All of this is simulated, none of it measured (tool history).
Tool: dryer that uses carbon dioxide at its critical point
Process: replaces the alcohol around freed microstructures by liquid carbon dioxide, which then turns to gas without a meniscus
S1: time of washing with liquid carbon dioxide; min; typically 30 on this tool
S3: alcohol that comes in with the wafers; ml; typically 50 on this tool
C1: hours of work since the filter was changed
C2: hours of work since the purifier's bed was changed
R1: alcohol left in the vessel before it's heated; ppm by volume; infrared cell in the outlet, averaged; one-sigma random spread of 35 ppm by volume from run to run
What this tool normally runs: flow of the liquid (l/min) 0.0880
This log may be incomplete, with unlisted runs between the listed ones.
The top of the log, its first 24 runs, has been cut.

run 25 hour=366.3 | S1=29 flow_of_the_liquid_(l/min)=0.0905 S3=81 | C1=151 C2=69 | R1=4558
run 26 hour=387.4 | S1=22 flow_of_the_liquid_(l/min)=0.0546 S3=33 | C1=166 C2=84 | R1=13491
run 27 hour=408.9 | S1=22 flow_of_the_liquid_(l/min)=0.1125 S3=33 | C1=182 C2=100 | R1=2285
run 28 hour=424.6 | S1=22 flow_of_the_liquid_(l/min)=0.0880 S3=38 | C1=194 C2=112 | R1=5657
run 29 hour=446.5 | S1=22 flow_of_the_liquid_(l/min)=0.0824 S3=38 | C1=210 C2=128 | R1=6821
run 30 hour=458.0 | S1=22 flow_of_the_liquid_(l/min)=0.0824 S3=38 | C1=219 C2=137 | R1=6734
run 31 hour=471.8 | S1=33 flow_of_the_liquid_(l/min)=0.0824 S3=54 | C1=229 C2=147 | R1=2912
run 32 hour=489.2 | S1=33 flow_of_the_liquid_(l/min)=0.0824 S3=54 | C1=242 C2=160 | R1=2969
run 33 hour=506.9 | S1=46 flow_of_the_liquid_(l/min)=0.0992 S3=47 | C1=255 C2=173 | R1=281
run 34 hour=522.7 | S1=46 flow_of_the_liquid_(l/min)=0.0992 S3=47 | C1=267 C2=184 | R1=298
run 35 hour=540.1 | S1=36 flow_of_the_liquid_(l/min)=0.1058 S3=58 | C1=279 C2=197 | R1=795
run 36 hour=559.7 | S1=30 flow_of_the_liquid_(l/min)=0.0649 S3=116 | C1=294 C2=212 | R1=19400
-- hour=572.6 inlet filter changed
run 37 hour=581.2 | S1=30 flow_of_the_liquid_(l/min)=0.1332 S3=116 | C1=6 C2=227 | R1=757
run 38 hour=590.2 | S1=30 flow_of_the_liquid_(l/min)=0.1332 S3=116 | C1=13 C2=234 | R1=793
run 39 hour=608.1 | S1=40 flow_of_the_liquid_(l/min)=0.0766 S3=33 | C1=26 C2=247 | R1=1058
run 40 hour=628.7 | S1=30 flow_of_the_liquid_(l/min)=0.0635 S3=40 | C1=42 C2=262 | R1=5985
run 41 hour=641.7 | S1=21 flow_of_the_liquid_(l/min)=0.0616 S3=33 | C1=51 C2=272 | R1=11378
run 42 hour=658.8 | S1=21 flow_of_the_liquid_(l/min)=0.0616 S3=33 | C1=64 C2=285 | R1=11654
run 43 hour=674.0 | S1=30 flow_of_the_liquid_(l/min)=0.0746 S3=36 | C1=75 C2=296 | R1=3409
run 44 hour=690.5 | S1=30 flow_of_the_liquid_(l/min)=0.0746 S3=36 | C1=87 C2=308 | R1=3512
run 45 hour=704.4 | S1=26 flow_of_the_liquid_(l/min)=0.0880 S3=39 | C1=98 C2=318 | R1=3386
run 46 hour=724.9 | S1=28 flow_of_the_liquid_(l/min)=0.0786 S3=39 | C1=113 C2=334 | R1=4020
run 47 hour=736.0 | S1=28 flow_of_the_liquid_(l/min)=0.0786 S3=39 | C1=121 C2=342 | R1=3985

What if the next run were any one of these 3? Each begins from the tool's condition after run 47:
run A hour=745.7 | S1=34 flow_of_the_liquid_(l/min)=0.0880 S3=32 | C1=128 C2=349 | R1=?
run B hour=745.7 | S1=19 flow_of_the_liquid_(l/min)=0.1267 S3=23 | C1=128 C2=349 | R1=?
run C hour=745.7 | S1=43 flow_of_the_liquid_(l/min)=0.0880 S3=38 | C1=128 C2=349 | R1=?

run=A R1=1213
run=B R1=1690
run=C R1=546
The same runs, with their run-to-run variation unchanged, on a tool lacking any hidden condition would have given:
run=A R1=902
run=B R1=1344
run=C R1=334
